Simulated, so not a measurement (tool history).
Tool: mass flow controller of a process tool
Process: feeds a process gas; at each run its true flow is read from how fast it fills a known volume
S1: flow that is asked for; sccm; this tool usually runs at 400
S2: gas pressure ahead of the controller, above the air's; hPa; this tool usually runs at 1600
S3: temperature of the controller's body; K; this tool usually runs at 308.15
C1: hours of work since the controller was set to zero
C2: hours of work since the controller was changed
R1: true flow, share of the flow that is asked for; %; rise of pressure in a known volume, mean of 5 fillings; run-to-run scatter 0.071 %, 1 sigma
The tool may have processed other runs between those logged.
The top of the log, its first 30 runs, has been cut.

{"run": 31, "hour": 7163.3, "S1": 52, "S2": 1600, "S3": 308.15, "C1": 4259, "C2": 4259, "R1": 97.34}
{"run": 32, "hour": 7438.2, "S1": 64, "S2": 2790, "S3": 296.15, "C1": 4361, "C2": 4361, "R1": 96.39}
{"hour": 7595.2, "done": "gauge calibrated"}
{"run": 33, "hour": 7756.8, "S1": 64, "S2": 2790, "S3": 296.15, "C1": 4478, "C2": 4478, "R1": 98.53}
{"run": 34, "hour": 7908.5, "S1": 64, "S2": 2790, "S3": 296.15, "C1": 4535, "C2": 4535, "R1": 98.39}
{"run": 35, "hour": 8204.2, "S1": 411, "S2": 1990, "S3": 302.15, "C1": 4644, "C2": 4644, "R1": 99.73}
{"hour": 8460.9, "done": "controller's zero set anew"}
{"run": 36, "hour": 8524.3, "S1": 411, "S2": 1990, "S3": 302.15, "C1": 23, "C2": 4762, "R1": 99.53}
{"run": 37, "hour": 8759.3, "S1": 400, "S2": 1460, "S3": 297.15, "C1": 110, "C2": 4849, "R1": 98.45}
{"run": 38, "hour": 8986.5, "S1": 305, "S2": 1460, "S3": 310.15, "C1": 194, "C2": 4933, "R1": 99.48}
{"run": 39, "hour": 9165.7, "S1": 305, "S2": 1460, "S3": 310.15, "C1": 260, "C2": 4999, "R1": 99.4}
{"run": 40, "hour": 9468.9, "S1": 400, "S2": 1640, "S3": 295.15, "C1": 372, "C2": 5111, "R1": 97.73}
{"run": 41, "hour": 9634.3, "S1": 288, "S2": 2510, "S3": 303.15, "C1": 434, "C2": 5172, "R1": 98.73}
{"run": 42, "hour": 9939.3, "S1": 86, "S2": 1570, "S3": 308.15, "C1": 546, "C2": 5285, "R1": 97.89}
{"run": 43, "hour": 10233.2, "S1": 185, "S2": 2610, "S3": 298.15, "C1": 655, "C2": 5393, "R1": 97.43}
{"run": 44, "hour": 10425.8, "S1": 400, "S2": 1600, "S3": 307.15, "C1": 726, "C2": 5465, "R1": 98.57}
{"run": 45, "hour": 10681.1, "S1": 400, "S2": 1600, "S3": 307.15, "C1": 820, "C2": 5559, "R1": 98.17}
{"run": 46, "hour": 10993.2, "S1": 400, "S2": 2430, "S3": 299.15, "C1": 936, "C2": 5674, "R1": 97.65}
{"run": 47, "hour": 11285.8, "S1": 396, "S2": 1460, "S3": 308.15, "C1": 1044, "C2": 5782, "R1": 97.9}

Each row is a separate what-if for the run after 47, all from the same tool condition, not one after another. Results?
{"run": "A", "hour": 11535.5, "S1": 88, "S2": 1600, "S3": 308.15, "C1": 1136, "C2": 5875, "R1": "?"}
{"run": "B", "hour": 11535.5, "S1": 300, "S2": 1900, "S3": 295.15, "C1": 1136, "C2": 5875, "R1": "?"}
{"run": "C", "hour": 11535.5, "S1": 482, "S2": 2640, "S3": 299.15, "C1": 1136, "C2": 5875, "R1": "?"}
{"run": "D", "hour": 11535.5, "S1": 303, "S2": 1490, "S3": 293.15, "C1": 1136, "C2": 5875, "R1": "?"}
{"run": "E", "hour": 11535.5, "S1": 241, "S2": 2690, "S3": 298.15, "C1": 1136, "C2": 5875, "R1": "?"}

run=A R1=96.69
run=B R1=96.15
run=C R1=97.55
run=D R1=95.76
run=E R1=96.68
With the hidden condition removed and each run's random variation left untouched, the same runs would have given:
run=A R1=99.48
run=B R1=98.93
run=C R1=100.37
run=D R1=98.53
run=E R1=99.47

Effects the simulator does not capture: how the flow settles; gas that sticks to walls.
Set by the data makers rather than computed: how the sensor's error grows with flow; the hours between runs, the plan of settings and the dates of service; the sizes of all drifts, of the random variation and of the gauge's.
